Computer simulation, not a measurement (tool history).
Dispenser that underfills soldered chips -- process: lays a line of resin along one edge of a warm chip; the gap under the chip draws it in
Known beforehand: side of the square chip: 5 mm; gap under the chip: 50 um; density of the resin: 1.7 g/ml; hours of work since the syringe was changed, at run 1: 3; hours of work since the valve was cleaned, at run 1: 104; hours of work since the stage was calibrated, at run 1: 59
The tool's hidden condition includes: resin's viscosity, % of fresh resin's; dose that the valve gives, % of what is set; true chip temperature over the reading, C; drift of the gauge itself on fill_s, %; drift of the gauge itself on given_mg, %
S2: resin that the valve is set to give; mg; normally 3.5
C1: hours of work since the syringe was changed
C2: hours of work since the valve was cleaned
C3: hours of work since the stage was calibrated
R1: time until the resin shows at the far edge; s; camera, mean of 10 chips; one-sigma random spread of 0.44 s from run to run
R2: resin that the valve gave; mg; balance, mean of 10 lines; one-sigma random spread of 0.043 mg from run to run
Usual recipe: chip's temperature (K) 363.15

run 1 day=0 | chip's_temperature_(K)=363.15 S2=3.5 | C1=3 C2=104 C3=59 | R1=38.4 R2=3.2
run 2 day=0.171 | chip's_temperature_(K)=363.15 S2=3.9 | C1=6 C2=107 C3=62 | R1=45.2 R2=3.52
run 3 day=0.375 | chip's_temperature_(K)=363.15 S2=3.9 | C1=9 C2=111 C3=66 | R1=54.5 R2=3.63
-- day=0.5 new syringe of resin
run 4 day=0.621 | chip's_temperature_(K)=363.15 S2=3.9 | C1=2 C2=114 C3=69 | R1=35.7 R2=3.61
run 5 day=0.821 | chip's_temperature_(K)=363.15 S2=3.5 | C1=5 C2=118 C3=73 | R1=42.8 R2=3.21
-- day=0.917 dispensing valve cleaned and set on the balance
run 6 day=1.033 | chip's_temperature_(K)=363.15 S2=3.5 | C1=8 C2=2 C3=75 | R1=50.5 R2=3.52
run 7 day=1.188 | chip's_temperature_(K)=363.15 S2=3.5 | C1=10 C2=4 C3=78 | R1=59.5 R2=3.54
-- day=1.217 new syringe of resin
run 8 day=1.417 | chip's_temperature_(K)=362.15 S2=3.5 | C1=3 C2=8 C3=81 | R1=40.2 R2=3.48
run 9 day=1.633 | chip's_temperature_(K)=361.15 S2=3.5 | C1=7 C2=11 C3=85 | R1=51.3 R2=3.52
-- day=1.883 new syringe of resin
run 10 day=1.896 | chip's_temperature_(K)=363.15 S2=3.5 | C1=0 C2=15 C3=89 | R1=30.9 R2=3.4
run 11 day=2.125 | chip's_temperature_(K)=363.15 S2=3.5 | C1=4 C2=19 C3=93 | R1=40.4 R2=3.48
run 12 day=2.392 | chip's_temperature_(K)=363.15 S2=3.5 | C1=8 C2=24 C3=97 | R1=52.2 R2=3.46
-- day=2.554 new syringe of resin
run 13 day=2.696 | chip's_temperature_(K)=363.15 S2=3.5 | C1=2 C2=28 C3=102 | R1=35.9 R2=3.36
run 14 day=2.858 | chip's_temperature_(K)=363.15 S2=3.5 | C1=5 C2=31 C3=104 | R1=43.1 R2=3.4
run 15 day=3.117 | chip's_temperature_(K)=363.15 S2=3.5 | C1=9 C2=35 C3=109 | R1=53.8 R2=3.45
-- day=3.233 new syringe of resin
run 16 day=3.258 | chip's_temperature_(K)=363.15 S2=3.5 | C1=0 C2=37 C3=111 | R1=32.9 R2=3.37
run 17 day=3.558 | chip's_temperature_(K)=363.15 S2=3.5 | C1=5 C2=42 C3=115 | R1=43.9 R2=3.43
run 18 day=3.762 | chip's_temperature_(K)=371.15 S2=3.5 | C1=9 C2=45 C3=119 | R1=39.6 R2=3.35
-- day=3.9 new syringe of resin
run 19 day=3.975 | chip's_temperature_(K)=376.15 S2=3.53 | C1=1 C2=49 C3=122 | R1=21.2 R2=3.38
run 20 day=4.254 | chip's_temperature_(K)=374.15 S2=3.5 | C1=6 C2=53 C3=127 | R1=29.6 R2=3.34
run 21 day=4.383 | chip's_temperature_(K)=355.15 S2=3.6 | C1=8 C2=55 C3=129 | R1=69.2 R2=3.45
-- day=4.575 new syringe of resin
run 22 day=4.65 | chip's_temperature_(K)=353.15 S2=3.34 | C1=1 C2=59 C3=133 | R1=50.2 R2=3.19
run 23 day=4.917 | chip's_temperature_(K)=368.15 S2=3.09 | C1=6 C2=64 C3=137 | R1=35.8 R2=2.94
run 24 day=5.083 | chip's_temperature_(K)=368.15 S2=3.09 | C1=8 C2=66 C3=140 | R1=42.7 R2=2.99
-- day=5.238 new syringe of resin
run 25 day=5.379 | chip's_temperature_(K)=355.15 S2=4.07 | C1=2 C2=71 C3=144 | R1=49.6 R2=3.78
run 26 day=5.571 | chip's_temperature_(K)=356.15 S2=3.44 | C1=5 C2=74 C3=147 | R1=56.9 R2=3.21
run 27 day=5.783 | chip's_temperature_(K)=356.15 S2=3.44 | C1=9 C2=78 C3=151 | R1=69.9 R2=3.18
-- day=5.912 new syringe of resin
run 28 day=5.983 | chip's_temperature_(K)=374.15 S2=3.44 | C1=1 C2=81 C3=154 | R1=22.1 R2=3.27
run 29 day=6.146 | chip's_temperature_(K)=366.15 S2=3.39 | C1=4 C2=83 C3=157 | R1=35.7 R2=3.13
run 30 day=6.379 | chip's_temperature_(K)=378.15 S2=4.12 | C1=8 C2=87 C3=160 | R1=27.7 R2=3.79
-- day=6.6 new syringe of resin
run 31 day=6.662 | chip's_temperature_(K)=374.15 S2=3.61 | C1=1 C2=91 C3=165 | R1=22.1 R2=3.45
run 32 day=6.9 | chip's_temperature_(K)=354.15 S2=4.41 | C1=5 C2=95 C3=169 | R1=58.9 R2=4.11
run 33 day=7.121 | chip's_temperature_(K)=378.15 S2=4.41 | C1=8 C2=99 C3=172 | R1=29 R2=4.05
-- day=7.267 new syringe of resin
run 34 day=7.317 | chip's_temperature_(K)=378.15 S2=4.41 | C1=1 C2=102 C3=175 | R1=18.4 R2=4.09
run 35 day=7.579 | chip's_temperature_(K)=356.15 S2=3.56 | C1=5 C2=106 C3=179 | R1=54.7 R2=3.23
run 36 day=7.788 | chip's_temperature_(K)=356.15 S2=3.56 | C1=8 C2=109 C3=183 | R1=66.9 R2=3.25

Forecast each of these 4 alternatives for the next run:
-- day=7.938 new syringe of resin
run A day=8.054 | chip's_temperature_(K)=350.15 S2=4.36 | C1=2 C2=114 C3=187 | R1=? R2=?
-- day=7.938 new syringe of resin
run B day=8.054 | chip's_temperature_(K)=364.15 S2=3.86 | C1=2 C2=114 C3=187 | R1=? R2=?
-- day=7.938 new syringe of resin
run C day=8.054 | chip's_temperature_(K)=368.15 S2=3.71 | C1=2 C2=114 C3=187 | R1=? R2=?
-- day=7.938 new syringe of resin
run D day=8.054 | chip's_temperature_(K)=363.15 S2=3.38 | C1=2 C2=114 C3=187 | R1=? R2=?

run=A R1=58.5 R2=3.97
run=B R1=33.5 R2=3.52
run=C R1=28.8 R2=3.3
run=D R1=35 R2=3.06
Had the tool no hidden state, the same runs would have come out as:
run=A R1=55 R2=4.36
run=B R1=31.3 R2=3.86
run=C R1=26.8 R2=3.63
run=D R1=32.4 R2=3.36

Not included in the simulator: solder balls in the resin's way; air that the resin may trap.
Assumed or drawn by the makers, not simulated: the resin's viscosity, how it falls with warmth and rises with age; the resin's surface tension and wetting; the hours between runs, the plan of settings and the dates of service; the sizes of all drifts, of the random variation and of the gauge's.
